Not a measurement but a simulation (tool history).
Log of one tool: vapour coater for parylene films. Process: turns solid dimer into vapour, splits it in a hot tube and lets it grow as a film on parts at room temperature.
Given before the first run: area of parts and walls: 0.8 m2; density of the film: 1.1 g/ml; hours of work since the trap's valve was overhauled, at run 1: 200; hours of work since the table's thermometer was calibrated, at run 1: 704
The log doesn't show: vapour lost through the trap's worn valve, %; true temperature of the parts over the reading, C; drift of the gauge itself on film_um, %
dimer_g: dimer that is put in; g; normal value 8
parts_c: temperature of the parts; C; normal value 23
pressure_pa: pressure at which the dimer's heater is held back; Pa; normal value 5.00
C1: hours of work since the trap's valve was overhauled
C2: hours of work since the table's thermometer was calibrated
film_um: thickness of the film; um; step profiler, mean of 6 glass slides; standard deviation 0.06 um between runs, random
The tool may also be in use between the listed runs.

{"run": 1, "day": 0.0, "dimer_g": 8, "parts_c": 23, "pressure_pa": 5.0, "C1": 200, "C2": 704, "film_um": 6.53}
{"run": 2, "day": 1.242, "dimer_g": 8, "parts_c": 23, "pressure_pa": 5.0, "C1": 224, "C2": 728, "film_um": 6.5}
{"run": 3, "day": 3.592, "dimer_g": 8, "parts_c": 23, "pressure_pa": 5.0, "C1": 269, "C2": 773, "film_um": 6.37}
{"run": 4, "day": 5.679, "dimer_g": 8, "parts_c": 23, "pressure_pa": 5.0, "C1": 309, "C2": 813, "film_um": 6.34}
{"run": 5, "day": 7.475, "dimer_g": 8, "parts_c": 23, "pressure_pa": 5.0, "C1": 344, "C2": 848, "film_um": 6.37}
{"run": 6, "day": 8.812, "dimer_g": 8, "parts_c": 23, "pressure_pa": 5.0, "C1": 370, "C2": 874, "film_um": 6.18}
{"day": 10.462, "done": "table's thermometer calibrated"}
{"run": 7, "day": 10.462, "dimer_g": 8, "parts_c": 23, "pressure_pa": 5.0, "C1": 401, "C2": 0, "film_um": 6.13}
{"run": 8, "day": 12.367, "dimer_g": 8, "parts_c": 23, "pressure_pa": 5.0, "C1": 438, "C2": 37, "film_um": 5.96}
{"day": 13.221, "done": "trap's valve overhauled"}
{"run": 9, "day": 14.883, "dimer_g": 8, "parts_c": 23, "pressure_pa": 5.0, "C1": 32, "C2": 82, "film_um": 5.36}
{"run": 10, "day": 15.983, "dimer_g": 8, "parts_c": 23, "pressure_pa": 5.0, "C1": 53, "C2": 103, "film_um": 5.4}
{"run": 11, "day": 17.717, "dimer_g": 8, "parts_c": 23, "pressure_pa": 5.0, "C1": 87, "C2": 137, "film_um": 5.29}
{"day": 18.912, "done": "trap's valve overhauled, once more"}
{"run": 12, "day": 19.154, "dimer_g": 8, "parts_c": 23, "pressure_pa": 5.0, "C1": 5, "C2": 161, "film_um": 7.08}
{"run": 13, "day": 21.317, "dimer_g": 8, "parts_c": 23, "pressure_pa": 5.0, "C1": 46, "C2": 203, "film_um": 6.99}
{"run": 14, "day": 22.633, "dimer_g": 8, "parts_c": 23, "pressure_pa": 5.0, "C1": 72, "C2": 228, "film_um": 6.88}
{"run": 15, "day": 24.742, "dimer_g": 8, "parts_c": 23, "pressure_pa": 5.14, "C1": 113, "C2": 269, "film_um": 6.77}
{"run": 16, "day": 26.408, "dimer_g": 8, "parts_c": 23, "pressure_pa": 5.14, "C1": 145, "C2": 301, "film_um": 6.66}
{"run": 17, "day": 27.829, "dimer_g": 8, "parts_c": 23, "pressure_pa": 5.14, "C1": 172, "C2": 329, "film_um": 6.58}
{"run": 18, "day": 29.567, "dimer_g": 8, "parts_c": 23, "pressure_pa": 5.14, "C1": 206, "C2": 362, "film_um": 6.55}
{"run": 19, "day": 30.642, "dimer_g": 8, "parts_c": 26, "pressure_pa": 9.1, "C1": 226, "C2": 383, "film_um": 5.82}
{"run": 20, "day": 32.638, "dimer_g": 4, "parts_c": 34, "pressure_pa": 6.42, "C1": 265, "C2": 421, "film_um": 2.69}
{"run": 21, "day": 34.362, "dimer_g": 4, "parts_c": 20, "pressure_pa": 3.26, "C1": 298, "C2": 455, "film_um": 3.48}
{"run": 22, "day": 35.575, "dimer_g": 4, "parts_c": 16, "pressure_pa": 2.36, "C1": 322, "C2": 478, "film_um": 3.89}
{"run": 23, "day": 36.9, "dimer_g": 4, "parts_c": 16, "pressure_pa": 2.36, "C1": 347, "C2": 504, "film_um": 3.82}
{"run": 24, "day": 39.038, "dimer_g": 6, "parts_c": 21, "pressure_pa": 5.64, "C1": 388, "C2": 545, "film_um": 4.72}
{"run": 25, "day": 40.292, "dimer_g": 6, "parts_c": 21, "pressure_pa": 5.64, "C1": 413, "C2": 569, "film_um": 4.66}
{"run": 26, "day": 41.454, "dimer_g": 4, "parts_c": 23, "pressure_pa": 2.87, "C1": 435, "C2": 592, "film_um": 3.2}
{"day": 42.429, "done": "trap's valve overhauled"}
{"run": 27, "day": 43.483, "dimer_g": 4, "parts_c": 23, "pressure_pa": 2.87, "C1": 20, "C2": 628, "film_um": 3.78}

For some of the steps in film_um from one run to the next: how much would appear even if the tool had no hidden state, given the settings, what came in and random variation, and how much remains for the hidden state plus any gauge scatter that the measured result and the result without hidden state don't share?
Run 8 -> 9: trap's valve overhauled. film_um -0.60 um: hidden state -0.58, all else -0.02.
Run 11 -> 12: trap's valve overhauled, once more. film_um +1.79 um: hidden state +1.69, all else +0.10.
Run 19 -> 20: dimer_g 8 -> 4, parts_c 26 -> 34, pressure_pa 9.10 -> 6.42. film_um -3.13 um: hidden state +0.18, all else -3.31.
